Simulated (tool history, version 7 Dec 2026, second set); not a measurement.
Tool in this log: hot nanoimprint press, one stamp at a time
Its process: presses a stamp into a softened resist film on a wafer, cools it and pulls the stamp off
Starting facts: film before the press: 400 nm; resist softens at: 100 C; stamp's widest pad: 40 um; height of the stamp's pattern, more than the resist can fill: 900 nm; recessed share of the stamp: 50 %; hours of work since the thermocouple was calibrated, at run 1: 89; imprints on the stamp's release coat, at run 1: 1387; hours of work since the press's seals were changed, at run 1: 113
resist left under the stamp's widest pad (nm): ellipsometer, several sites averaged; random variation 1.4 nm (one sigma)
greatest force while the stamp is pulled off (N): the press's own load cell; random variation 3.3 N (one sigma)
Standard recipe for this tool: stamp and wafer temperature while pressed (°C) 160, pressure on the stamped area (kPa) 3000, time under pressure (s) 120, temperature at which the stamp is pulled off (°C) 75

run,day,stamp and wafer temperature while pressed (°C),pressure on the stamped area (kPa),time under pressure (s),temperature at which the stamp is pulled off (°C),hours of work since the thermocouple was calibrated,imprints on the stamp's release coat,hours of work since the press's seals were changed,resist left under the stamp's widest pad (nm),greatest force while the stamp is pulled off (N)
1,0.000,160,3000,120,75,89,1387,113,216.6,258
2,0.408,160,3000,120,75,93,1416,118,218.0,258
3,0.971,160,3000,120,75,99,1456,124,216.8,259
4,1.667,157,3000,120,75,107,1506,131,241.2,266
5,2.071,157,3000,120,75,111,1535,135,240.4,268
6,2.700,157,3000,120,73,118,1580,142,240.5,281
7,3.388,160,3000,191,75,125,1628,149,188.5,283
8,4.196,160,2180,120,75,134,1686,158,252.9,289
9,4.725,160,3000,127,75,139,1724,163,214.8,286
10,5.396,160,3000,127,75,146,1772,171,211.8,287
11,6.112,160,3000,127,75,154,1823,178,214.7,302
12,6.883,160,3000,127,75,162,1877,186,216.4,298
# day 7.346: stamp cleaned and given a new release coat
13,7.712,160,3000,127,75,168,26,193,215.5,161
14,8.338,160,3000,127,75,175,70,199,217.6,165
15,8.946,160,3000,127,75,181,114,206,215.7,163

Forecast run 16:
16,9.425,150,2060,82,75,186,148,211,?,?

Logged for run 16: resist left under the stamp's widest pad (nm) 345.1, greatest force while the stamp is pulled off (N) 168.
Minus the tool's unlogged condition, the same run would have read resist left under the stamp's widest pad (nm) 342.2, greatest force while the stamp is pulled off (N) 157.
